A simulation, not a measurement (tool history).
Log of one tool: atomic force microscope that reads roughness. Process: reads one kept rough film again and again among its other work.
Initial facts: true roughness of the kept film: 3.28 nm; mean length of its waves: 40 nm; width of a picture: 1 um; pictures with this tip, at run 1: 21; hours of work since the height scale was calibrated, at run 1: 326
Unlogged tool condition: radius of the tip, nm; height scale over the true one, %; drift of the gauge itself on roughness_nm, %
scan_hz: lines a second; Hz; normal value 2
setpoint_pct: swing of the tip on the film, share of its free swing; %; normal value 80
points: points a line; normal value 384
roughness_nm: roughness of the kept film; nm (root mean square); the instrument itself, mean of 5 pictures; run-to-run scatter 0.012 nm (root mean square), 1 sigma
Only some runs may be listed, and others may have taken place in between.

run  hour  scan_hz  setpoint_pct  points  pictures with this tip  hours of work since the height scale was calibrated  roughness_nm
  1     0        2            80     384                      21                                                  326         2.663
  2   5.4        2            80     384                      32                                                  329         2.629
  3  14.2        2            80     384                      50                                                  335         2.557
     21.7  -- new tip fitted
  4  25.7        2            80     384                       9                                                  343         2.683
  5  36.6        2            80     384                      31                                                  350         2.617
  6  47.3        2            80     384                      53                                                  357         2.556
     53.2  -- new tip fitted
  7  53.2        2            80     384                       0                                                  361         2.732
  8  62.3     2.32            55     347                      18                                                  367         2.952
  9  67.4     2.32            55     347                      29                                                  370         2.927
 10  76.6     2.32            55     347                      48                                                  376         2.822
 11  81.7     2.32            55     347                      58                                                  380         2.818
     85.1  -- new tip fitted
 12  92.9     2.32            55     347                      16                                                  387         2.948

Here are 3 independent what-if runs from the current tool condition. What would each one return?
  A  104.2     3.86            80     384                      39                                                  395             ?
  B  104.2     2.32            90     499                      39                                                  395             ?
  C  104.2        2            56     304                      39                                                  395             ?

run  roughness_nm
  A           2.3
  B         2.341
  C         2.863
Take away the tool's hidden state, keep each run's random variation, and the runs would have read:
run  roughness_nm
  A         2.418
  B          2.46
  C         3.009
